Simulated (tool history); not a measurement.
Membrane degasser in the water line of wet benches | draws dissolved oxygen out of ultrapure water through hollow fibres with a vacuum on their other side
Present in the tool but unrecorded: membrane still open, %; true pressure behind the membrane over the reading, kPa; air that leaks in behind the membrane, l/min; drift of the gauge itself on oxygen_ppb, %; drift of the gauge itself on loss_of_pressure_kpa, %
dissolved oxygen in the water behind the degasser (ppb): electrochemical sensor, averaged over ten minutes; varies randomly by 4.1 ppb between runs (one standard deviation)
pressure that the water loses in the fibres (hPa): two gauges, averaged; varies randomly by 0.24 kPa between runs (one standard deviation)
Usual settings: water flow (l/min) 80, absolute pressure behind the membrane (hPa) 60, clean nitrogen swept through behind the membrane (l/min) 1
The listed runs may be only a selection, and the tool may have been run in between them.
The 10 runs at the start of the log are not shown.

run,day,water flow (l/min),absolute pressure behind the membrane (hPa),clean nitrogen swept through behind the membrane (l/min),hours since the membrane was changed,hours since the vacuum gauge was calibrated,hours since the vacuum lines were made tight,dissolved oxygen in the water behind the degasser (ppb),pressure that the water loses in the fibres (hPa)
11,84.95,96,60,1,6040,2039,2969,548.7,812.7
12,92.775,96,60,1,6228,2227,3157,549.1,821
# day 93.721: vacuum gauge calibrated
13,96.946,96,39.3,1,6328,77,3257,278.5,820.5
14,105.662,96,39.3,1,6537,287,3466,283,820.2
15,113.821,96,39.3,1,6733,482,3662,282.3,824.5
16,121.779,96,39.3,1,6924,673,3853,292.8,831.2
17,131.062,89,88.2,2.91,7147,896,4076,482.3,772.7
18,138.142,52,55.8,0.76,7316,1066,4246,323.6,448.3
19,147.712,52,55.8,0.76,7546,1296,4475,329.1,456
# day 149.079: vacuum gauge calibrated, once more
20,151.879,52,55.8,0.76,7646,67,4575,295.1,450.2
21,159.367,96,44.9,0.53,7825,247,4754,411,840.7
22,168.854,96,134,0.53,8053,475,4982,1999,845.7
23,173.646,103,141.4,0.53,8168,590,5097,2215.3,913.6
24,179.892,103,49.8,1.52,8318,739,5247,400.8,911.9
# day 188.438: membrane cartridge changed
25,189.558,53,96,1.71,27,968,5475,405.9,407.7
26,194.396,56,60.1,1.51,143,1084,5591,224.9,428.7
# day 197.379: seals of the vacuum lines changed
27,204.475,122,146.9,1.78,383,1324,170,1387.5,948.3
28,213.471,122,146.9,1.78,599,1539,386,1376.1,945.7
29,217.625,104,72.4,2.72,699,1639,486,420.5,808.4
30,223.525,80,60,2.89,840,1781,627,221.3,626.2
31,228.562,80,60,2.89,961,1902,748,223.7,624.6

5 ways to go on from here, each from the tool as it stands after run 31. What would each give?
A,234.958,108,46.1,1.13,1115,2055,902,?,?
B,234.958,80,47.3,0.75,1115,2055,902,?,?
C,234.958,113,145.1,0.87,1115,2055,902,?,?
D,234.958,101,100.2,1,1115,2055,902,?,?
E,234.958,69,93.5,1,1115,2055,902,?,?

run,dissolved oxygen in the water behind the degasser (ppb),pressure that the water loses in the fibres (hPa)
A,352.2,844.7
B,303,628.3
C,1871.9,888.6
D,1078.4,792.7
E,730.4,539.2
With no hidden state in the tool, these same runs would have given:
run,dissolved oxygen in the water behind the degasser (ppb),pressure that the water loses in the fibres (hPa)
A,331.2,829.2
B,286.3,616.7
C,1855,872.4
D,1061.4,778.1
E,719.4,529.3
